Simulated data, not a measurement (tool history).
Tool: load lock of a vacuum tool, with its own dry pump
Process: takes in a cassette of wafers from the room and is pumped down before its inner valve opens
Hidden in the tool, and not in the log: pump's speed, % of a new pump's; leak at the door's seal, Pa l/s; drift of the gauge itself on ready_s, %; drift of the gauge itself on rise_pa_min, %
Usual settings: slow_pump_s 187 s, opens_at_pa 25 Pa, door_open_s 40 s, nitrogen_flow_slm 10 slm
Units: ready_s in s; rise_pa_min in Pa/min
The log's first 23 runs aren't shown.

run,hour,slow_pump_s,opens_at_pa,door_open_s,nitrogen_flow_slm,hours that the pump has run since its overhaul,times that the door has closed on its seal,"incoming humidity of the room's air, %",ready_s,rise_pa_min
24,6640.8,333,22,40,6,522,2300,43.1,381.1,0.054
25,6918.5,262,24,40,13,800,3084,44.3,324.7,0.050
26,7283.9,103,30,94,43,1165,4114,46.5,189.2,0.056
27,7603.0,103,21,94,39,1484,5015,45.8,193.0,0.070
28,7966.1,187,25,40,5,1848,6039,44.2,258.2,0.089
29,8371.5,155,20,40,10,2253,7183,45.8,238.0,0.093
30,8585.6,280,25,55,10,2467,7787,44.5,339.9,0.099
31,8863.2,280,25,55,10,2745,8570,46.4,338.2,0.104
32,9036.7,280,25,55,10,2918,9059,41.5,339.4,0.109
33,9217.9,293,25,40,23,3099,9570,46.7,350.5,0.110
34,9394.8,293,30,40,7,3276,10070,45.2,342.4,0.122
35,9609.7,187,19,40,10,3491,10676,46.0,265.0,0.130
36,9836.8,187,19,40,10,3718,11316,45.2,264.5,0.134

Forecast each of these 4 alternatives for the next run:
A,10075.3,187,30,40,10,3957,11989,46.5,?,?
B,10075.3,187,19,40,8,3957,11989,46.2,?,?
C,10075.3,187,19,96,10,3957,11989,43.8,?,?
D,10075.3,187,19,38,10,3957,11989,45.8,?,?

run,ready_s,rise_pa_min
A,258.4,0.151
B,263.8,0.151
C,265.6,0.166
D,264.7,0.141
Without the tool's hidden state the same runs would have given:
run,ready_s,rise_pa_min
A,256.7,0.039
B,262.0,0.040
C,263.8,0.056
D,263.0,0.029
